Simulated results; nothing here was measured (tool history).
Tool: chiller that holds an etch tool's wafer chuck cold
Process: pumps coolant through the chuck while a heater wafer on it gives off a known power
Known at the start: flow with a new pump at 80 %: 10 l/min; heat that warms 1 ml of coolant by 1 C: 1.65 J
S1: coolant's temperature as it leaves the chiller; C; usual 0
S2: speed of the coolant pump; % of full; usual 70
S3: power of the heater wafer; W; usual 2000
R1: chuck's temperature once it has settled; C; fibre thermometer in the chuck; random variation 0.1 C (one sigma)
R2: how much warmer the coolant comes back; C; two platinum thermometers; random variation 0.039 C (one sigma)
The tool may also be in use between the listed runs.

run,hour,S1,S2,S3,R1,R2
1,0,0,70,2000,27.3,8.7
2,168.2,0,70,2000,27.7,8.76
3,301.3,0,70,2000,27.8,8.86
4,494.1,0,70,2000,27.8,8.81
5,670.9,0,70,2000,28.4,8.82
# hour 761.2: chiller's thermometer calibrated
6,859.5,0,70,2000,28.1,8.8
7,1011.6,0,70,1748,25,7.78
8,1198.7,5,70,2000,34,8.95
9,1393.5,5,70,2000,34.3,8.95
10,1489.1,5,70,2000,34.3,8.96
11,1672.4,5,70,2000,34.5,8.98
12,1834.9,0,70,2000,30,9.05
13,1991.5,0,70,2000,30.1,9.11
14,2131.2,0,70,2000,30.4,9.03
15,2325.9,0,70,2000,30.8,9.16
16,2430.2,0,70,1757,27.2,8.1
17,2590.2,0,70,1757,27.5,8.04
18,2740.1,-9,70,2206,26.1,10.25
19,2852.8,-9,74,2206,24.5,9.66
# hour 2909.1: chiller's thermometer calibrated
20,2978.6,10,67,1178,29.4,5.78
21,3152.6,4,67,1024,20.9,4.97
22,3264.4,9,86,2742,45.8,10.29
23,3358,-3,73,1628,22.4,7.29
24,3490.6,1,79,2000,30.3,8.3
25,3624.8,-5,80,1855,22.1,7.57
26,3794.4,-5,81,1637,19.1,6.66

The next listed run, before its measurement:
27,3994.5,-5,81,1637,?,?

R1: 19.2 C
R2: 6.65 C
Without the tool's hidden state the same run would have given R1 13.4 C, R2 5.87 C.

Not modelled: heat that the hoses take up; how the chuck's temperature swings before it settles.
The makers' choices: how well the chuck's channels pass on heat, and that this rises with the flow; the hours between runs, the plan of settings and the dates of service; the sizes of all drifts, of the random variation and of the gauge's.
